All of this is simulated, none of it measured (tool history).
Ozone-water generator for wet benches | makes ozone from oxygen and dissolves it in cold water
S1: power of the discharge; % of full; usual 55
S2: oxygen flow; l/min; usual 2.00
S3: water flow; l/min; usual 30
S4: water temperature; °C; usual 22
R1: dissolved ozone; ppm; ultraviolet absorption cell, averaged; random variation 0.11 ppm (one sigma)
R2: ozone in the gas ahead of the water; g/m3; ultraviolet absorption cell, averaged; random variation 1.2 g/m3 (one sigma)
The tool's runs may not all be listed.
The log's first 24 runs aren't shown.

| run | hour | S1 | S2 | S3 | S4 | R1 | R2 |
|---|---|---|---|---|---|---|---|
| 25 | 1331.1 | 55 | 3.06 | 30 | 22 | 8.6 | 182.4 |
| 26 | 1378.5 | 55 | 3.06 | 31 | 15 | 8.9 | 181.5 |
| 27 | 1432.5 | 47 | 2.25 | 20 | 22 | 10.9 | 182.7 |
| 28 | 1484.4 | 55 | 1.35 | 30 | 22 | 6.0 | 247.6 |
| 29 | 1521.3 | 55 | 2.15 | 30 | 22 | 7.5 | 207.0 |
| 30 | 1569.9 | 46 | 2.00 | 30 | 22 | 6.4 | 186.6 |
| 31 | 1639.3 | 55 | 2.00 | 34 | 22 | 6.4 | 211.2 |
|  | 1655.8 | gauge calibrated |
| 32 | 1696.9 | 55 | 2.00 | 34 | 22 | 6.1 | 222.8 |

Forecast each of these 5 alternatives for the next run:
| A | 1761.8 | 55 | 2.00 | 34 | 21 | ? | ? |
| B | 1761.8 | 55 | 2.00 | 30 | 24 | ? | ? |
| C | 1761.8 | 55 | 1.74 | 34 | 22 | ? | ? |
| D | 1761.8 | 55 | 2.00 | 35 | 19 | ? | ? |
| E | 1761.8 | 74 | 3.00 | 34 | 22 | ? | ? |

| run | R1 | R2 |
|---|---|---|
| A | 6.4 | 218.6 |
| B | 7.2 | 222.5 |
| C | 6.1 | 233.4 |
| D | 6.2 | 220.9 |
| E | 9.4 | 237.4 |
Without the tool's hidden state the same runs would have given:
| run | R1 | R2 |
|---|---|---|
| A | 6.4 | 219.7 |
| B | 7.2 | 223.6 |
| C | 6.2 | 234.5 |
| D | 6.2 | 222.0 |
| E | 9.4 | 238.6 |

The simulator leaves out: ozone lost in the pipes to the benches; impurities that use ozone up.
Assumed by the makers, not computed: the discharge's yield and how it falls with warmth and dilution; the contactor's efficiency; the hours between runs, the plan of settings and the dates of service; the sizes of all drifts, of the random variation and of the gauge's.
